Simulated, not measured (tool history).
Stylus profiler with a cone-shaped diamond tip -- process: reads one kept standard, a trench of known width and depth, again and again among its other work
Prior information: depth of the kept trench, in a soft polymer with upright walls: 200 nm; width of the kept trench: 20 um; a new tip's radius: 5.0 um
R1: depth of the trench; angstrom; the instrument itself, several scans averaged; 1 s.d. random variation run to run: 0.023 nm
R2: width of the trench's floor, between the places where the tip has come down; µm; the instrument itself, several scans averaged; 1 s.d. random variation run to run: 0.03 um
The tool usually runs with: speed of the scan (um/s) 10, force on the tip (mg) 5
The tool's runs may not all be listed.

Run 1, hour 0: usual settings. Result: R1 2022.2 angstrom, R2 16.88 µm.
Run 2, hour 12: usual settings. Result: R1 2022.2 angstrom, R2 16.89 µm.
Run 3, hour 26.3: usual settings but speed of the scan (um/s) 11. Result: R1 2022.2 angstrom, R2 16.87 µm.
Run 4, hour 45: usual settings but speed of the scan (um/s) 4. Result: R1 2022 angstrom, R2 16.89 µm.
Run 5, hour 63.7: usual settings but speed of the scan (um/s) 4. Result: R1 2022.4 angstrom, R2 16.92 µm.
Run 6, hour 75: usual settings but speed of the scan (um/s) 4. Result: R1 2021.6 angstrom, R2 16.9 µm.
Run 7, hour 87.5: usual settings. Result: R1 2022.3 angstrom, R2 16.85 µm.
Run 8, hour 106.8: usual settings. Result: R1 2022.5 angstrom, R2 16.9 µm.
Run 9, hour 122.9: usual settings. Result: R1 2022.8 angstrom, R2 16.84 µm.
Run 10, hour 139.2: usual settings. Result: R1 2022.6 angstrom, R2 16.87 µm.
Run 11, hour 150.4: usual settings. Result: R1 2022.5 angstrom, R2 16.87 µm.
Run 12, hour 165.9: usual settings. Result: R1 2022.7 angstrom, R2 16.82 µm.
Run 13, hour 185.2: usual settings but speed of the scan (um/s) 26. Result: R1 2022.8 angstrom, R2 16.76 µm.
Run 14, hour 205.4: usual settings but speed of the scan (um/s) 26. Result: R1 2022.4 angstrom, R2 16.76 µm.
Run 15, hour 220.7: usual settings but speed of the scan (um/s) 26. Result: R1 2022.9 angstrom, R2 16.79 µm.
Run 16, hour 229.4: usual settings but speed of the scan (um/s) 26. Result: R1 2022.5 angstrom, R2 16.79 µm.
Run 17, hour 243.2: usual settings but speed of the scan (um/s) 26, force on the tip (mg) 3.86. Result: R1 2019.4 angstrom, R2 16.82 µm.
Run 18, hour 260.6: usual settings but speed of the scan (um/s) 26, force on the tip (mg) 3.86. Result: R1 2019.5 angstrom, R2 16.69 µm.
Run 19, hour 279.3: usual settings but speed of the scan (um/s) 26, force on the tip (mg) 9.4. Result: R1 2033.8 angstrom, R2 16.79 µm.
Run 20, hour 297.8: usual settings but speed of the scan (um/s) 26, force on the tip (mg) 9.4. Result: R1 2034 angstrom, R2 16.77 µm.
Run 21, hour 318.8: usual settings but force on the tip (mg) 1.93. Result: R1 2012.7 angstrom, R2 16.77 µm.
Run 22, hour 334.5: usual settings but speed of the scan (um/s) 2, force on the tip (mg) 10.13. Result: R1 2035.7 angstrom, R2 16.79 µm.
Run 23, hour 354.7: usual settings but speed of the scan (um/s) 2. Result: R1 2022.8 angstrom, R2 16.75 µm.
Run 24, hour 375.3: usual settings but speed of the scan (um/s) 2. Result: R1 2022.9 angstrom, R2 16.74 µm.
Run 25, hour 390: usual settings but speed of the scan (um/s) 2. Result: R1 2022.8 angstrom, R2 16.79 µm.
Run 26, hour 408: usual settings but speed of the scan (um/s) 4, force on the tip (mg) 3.42. Result: R1 2018.2 angstrom, R2 16.76 µm.
Run 27, hour 426: usual settings but speed of the scan (um/s) 5, force on the tip (mg) 1.95. Result: R1 2013 angstrom, R2 16.74 µm.
Run 28, hour 440.5: usual settings but speed of the scan (um/s) 5, force on the tip (mg) 7.33. Result: R1 2029 angstrom, R2 16.82 µm.
Run 29, hour 453.1: usual settings but speed of the scan (um/s) 15, force on the tip (mg) 11.83. Result: R1 2039.4 angstrom, R2 16.81 µm.
Run 30, hour 464.9: usual settings but speed of the scan (um/s) 15, force on the tip (mg) 11.83. Result: R1 2039.7 angstrom, R2 16.81 µm.
Run 31, hour 475.7: usual settings but speed of the scan (um/s) 2, force on the tip (mg) 4.63. Result: R1 2022.1 angstrom, R2 16.79 µm.
Run 32, hour 496.5: usual settings but speed of the scan (um/s) 2, force on the tip (mg) 5.85. Result: R1 2025.7 angstrom, R2 16.77 µm.
Run 33, hour 509.5: usual settings but force on the tip (mg) 11.82. Result: R1 2039.9 angstrom, R2 16.74 µm.
Run 34, hour 524.2: usual settings but speed of the scan (um/s) 31, force on the tip (mg) 5.81. Result: R1 2025.1 angstrom, R2 16.66 µm.
Run 35, hour 534.3: usual settings but speed of the scan (um/s) 4, force on the tip (mg) 4.45. Result: R1 2021.5 angstrom, R2 16.72 µm.
Run 36, hour 545.5: usual settings but speed of the scan (um/s) 7, force on the tip (mg) 1.81. Result: R1 2012.7 angstrom, R2 16.72 µm.
Run 37, hour 563.7: usual settings but speed of the scan (um/s) 7, force on the tip (mg) 6. Result: R1 2025.7 angstrom, R2 16.73 µm.
Run 38, hour 578: usual settings but speed of the scan (um/s) 6, force on the tip (mg) 14.99. Result: R1 2046.1 angstrom, R2 16.77 µm.
Run 39, hour 586.7: usual settings but speed of the scan (um/s) 35, force on the tip (mg) 7.24. Result: R1 2029.1 angstrom, R2 16.71 µm.

Pick out some run-to-run changes in R1. Of each, how much would a tool without hidden state show as well, from the settings, what came in and chance, and how much is left for the hidden state and any gauge scatter not in both results compared?
Hidden state at play: radius of the tip, um; height scale over the true one, %; drift of the gauge itself on depth_nm, %; drift of the gauge itself on floor_um, %.
Run 3 -> 4: speed of the scan (um/s) 11 -> 4. R1 -0.2 angstrom: hidden state +0.1, all else -0.3.
Run 7 -> 8: settings left as they were, no log entry in between. R1 +0.2 angstrom: hidden state +0.1, all else +0.1.
Run 10 -> 11: settings left as they were, no log entry in between. R1 -0.1 angstrom: hidden state +0.1, all else -0.2.
Run 20 -> 21: speed of the scan (um/s) 26 -> 10, force on the tip (mg) 9.4 -> 1.93. R1 -21.3 angstrom: hidden state +0, all else -21.3.
Run 21 -> 22: speed of the scan (um/s) 10 -> 2, force on the tip (mg) 1.93 -> 10.13. R1 +23 angstrom: hidden state +0.1, all else +22.9.
Run 37 -> 38: speed of the scan (um/s) 7 -> 6, force on the tip (mg) 6 -> 14.99. R1 +20.4 angstrom: hidden state +0.1, all else +20.3.

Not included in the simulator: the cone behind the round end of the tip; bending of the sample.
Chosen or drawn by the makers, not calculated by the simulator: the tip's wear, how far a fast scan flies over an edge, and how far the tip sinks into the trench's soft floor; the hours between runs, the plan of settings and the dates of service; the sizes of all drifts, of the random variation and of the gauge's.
